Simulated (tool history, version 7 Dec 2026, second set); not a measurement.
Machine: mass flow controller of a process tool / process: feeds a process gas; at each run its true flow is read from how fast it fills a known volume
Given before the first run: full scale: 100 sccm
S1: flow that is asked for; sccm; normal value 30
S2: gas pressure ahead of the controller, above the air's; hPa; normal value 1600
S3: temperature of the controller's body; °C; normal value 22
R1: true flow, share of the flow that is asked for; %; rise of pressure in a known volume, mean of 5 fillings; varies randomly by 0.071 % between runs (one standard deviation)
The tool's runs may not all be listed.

run     hour  S1    S2  S3      R1
  1        0  30  1600  22  103.82
  2    462.9  30  1600  22  104.03
  3    838.1  30  1600  22  104.26
  4   1084.6  30  1600  22  104.63
  5   1589.4  30  1600  22  104.67
  6   1880.7  30  1600  22  105.02
  7   2290.5  30  1820  22  105.18
  8   2764.8  30  1940  22  105.45
  9   3212.7  30  1940  22  105.71
 10   3628.3  30  1940  22  105.93
 11   3957.9  30  1940  22  106.14
 12   4245.6  30  1940  22   106.3
 13   4696.3  11  1600  22  113.48
 14   5053.4  30  1600  22  106.82
 15   5523.1  30  1600  22  107.18
 16   5907.1  30  1600  22  107.39
      5936.2  -- controller's zero set anew
 17   6330.2  14  2400  22  117.86
 18   6780.7  14  2400  22  118.37
      7153.2  -- controller's zero set anew, once more
 19   7255.6  18  1880  21  103.08
      7608.7  -- controller exchanged for a calibrated one
 20   7700.6  11  2050  25    99.9
 21   8196.7  30  1710  22  100.29
 22   8409.8  30  1710  22   100.3
 23   8776.4  94  1710  22  100.54
 24   9243.5  40  2150  32  100.28
 25   9699.1  64  2100  32  100.46
 26  10215.5  30  1860  22  101.19
 27  10648.9  20  1540  31   102.1
 28  11034.6  75  2260  36  100.75
 29  11355.8  75  2260  36  100.95
 30  11793.7  75  2260  36  100.96
 31  12235.2  75  2260  36  101.26
 32  12619.1  84  2690  23  101.52

Each row is a separate what-if for the run after 32, all from the same tool condition, not one after another. Results?
  A  13051.6  30  1600  22   ?
  B  13051.6  30  1600  29   ?
  C  13051.6  84  2100  38   ?
  D  13051.6  18  1880  23   ?

run      R1
  A  102.96
  B  102.76
  C  101.36
  D  104.56
The same runs, with their run-to-run variation unchanged, on a tool lacking any hidden condition would have given:
run     R1
  A  99.54
  B  99.35
  C  99.58
  D  99.44
